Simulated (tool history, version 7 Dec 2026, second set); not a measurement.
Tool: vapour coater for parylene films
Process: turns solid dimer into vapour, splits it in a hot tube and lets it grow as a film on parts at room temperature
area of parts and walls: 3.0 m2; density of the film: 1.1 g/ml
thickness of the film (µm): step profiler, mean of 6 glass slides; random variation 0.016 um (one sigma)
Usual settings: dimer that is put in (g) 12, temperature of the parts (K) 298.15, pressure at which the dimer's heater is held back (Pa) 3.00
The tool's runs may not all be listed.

run    hour  dimer that is put in (g)  temperature of the parts (K)  pressure at which the dimer's heater is held back (Pa)  thickness of the film (µm)
  1     0.0                        12                        298.15                                                    3.00                        2.65
  2    43.0                        12                        298.15                                                    3.00                        2.64
  3    81.3                        12                        298.15                                                    2.57                        2.71
  4   117.0                        12                        298.15                                                    2.57                        2.70
  5   152.5                        12                        298.15                                                    2.57                        2.67
  6   188.4                        12                        298.15                                                    2.57                        2.67
  7   217.7                        12                        298.15                                                    2.57                        2.66
      229.4  -- table's thermometer calibrated
  8   237.0                        12                        298.15                                                    2.57                        2.66
  9   262.0                        12                        298.15                                                    2.57                        2.65
      277.3  -- trap's valve overhauled
 10   294.0                        12                        298.15                                                    2.57                        2.95
 11   323.6                        12                        298.15                                                    2.57                        2.95
 12   359.3                        12                        298.15                                                    2.57                        2.91
 13   383.8                        12                        298.15                                                    2.57                        2.92
 14   422.0                        20                        298.15                                                    2.57                        4.79
 15   444.7                        12                        298.15                                                    3.00                        2.76
 16   480.4                        17                        298.15                                                    3.00                        3.87
 17   523.1                        12                        298.15                                                    4.01                        2.53
 18   554.6                        12                        296.15                                                    4.01                        2.78
 19   582.6                        12                        296.15                                                    4.01                        2.77
 20   610.7                        12                        298.15                                                    3.00                        2.66
 21   649.8                        12                        298.15                                                    3.23                        2.62
 22   672.7                        12                        294.15                                                    3.00                        3.16
 23   716.4                        12                        294.15                                                    3.00                        3.14
 24   759.8                        12                        294.15                                                    3.00                        3.09
 25   785.2                        12                        294.15                                                    3.00                        3.10
 26   830.1                        12                        294.15                                                    3.00                        3.07
 27   854.2                        12                        294.15                                                    5.38                        2.67
      874.2  -- trap's valve overhauled
 28   898.3                         5                        294.15                                                    5.38                        1.24
 29   929.3                         8                        292.15                                                    5.38                        2.18
 30   958.2                         8                        292.15                                                    5.38                        2.16
 31   979.7                        17                        297.15                                                    5.38                        3.57
 32  1005.4                        17                        297.15                                                    5.38                        3.61
 33  1046.3                         5                        295.15                                                    5.38                        1.15
 34  1076.4                         5                        298.15                                                    3.56                        1.09
 35  1101.4                         6                        290.15                                                   11.49                        1.42
 36  1140.9                        11                        290.15                                                    3.00                        3.09
 37  1173.6                        10                        308.15                                                    2.67                        1.39
 38  1213.1                        10                        308.15                                                    2.67                        1.41
 39  1234.9                        12                        294.15                                                    5.17                        2.77
 40  1265.0                        12                        293.15                                                    2.81                        3.28
 41  1284.9                        13                        293.15                                                    2.23                        3.53
 42  1311.1                        12                        297.15                                                   10.91                        1.99
 43  1345.7                        12                        297.15                                                   10.91                        1.99

Some steps in thickness of the film (µm) between neighbouring runs. How much of each would the tool show without its hidden state too (settings, what came in, random variation), and how much is left for the hidden state, with any gauge scatter that isn't in both results?
The hidden state here: vapour lost through the trap's worn valve, %; true temperature of the parts over the reading, C; drift of the gauge itself on film_um, %.
Run 9 -> 10: trap's valve overhauled. thickness of the film (µm) +0.30: hidden state +0.30, all else +0.00.
Run 13 -> 14: dimer that is put in (g) 12 -> 20. thickness of the film (µm) +1.87: hidden state -0.09, all else +1.96.
Run 14 -> 15: dimer that is put in (g) 20 -> 12, pressure at which the dimer's heater is held back (Pa) 2.57 -> 3.00. thickness of the film (µm) -2.03: hidden state +0.05, all else -2.08.
Run 27 -> 28: dimer that is put in (g) 12 -> 5, trap's valve overhauled. thickness of the film (µm) -1.43: hidden state +0.33, all else -1.76.
Run 32 -> 33: dimer that is put in (g) 17 -> 5, temperature of the parts (K) 297.15 -> 295.15. thickness of the film (µm) -2.46: hidden state +0.09, all else -2.55.
Run 38 -> 39: dimer that is put in (g) 10 -> 12, temperature of the parts (K) 308.15 -> 294.15, pressure at which the dimer's heater is held back (Pa) 2.67 -> 5.17. thickness of the film (µm) +1.36: hidden state -0.14, all else +1.50.

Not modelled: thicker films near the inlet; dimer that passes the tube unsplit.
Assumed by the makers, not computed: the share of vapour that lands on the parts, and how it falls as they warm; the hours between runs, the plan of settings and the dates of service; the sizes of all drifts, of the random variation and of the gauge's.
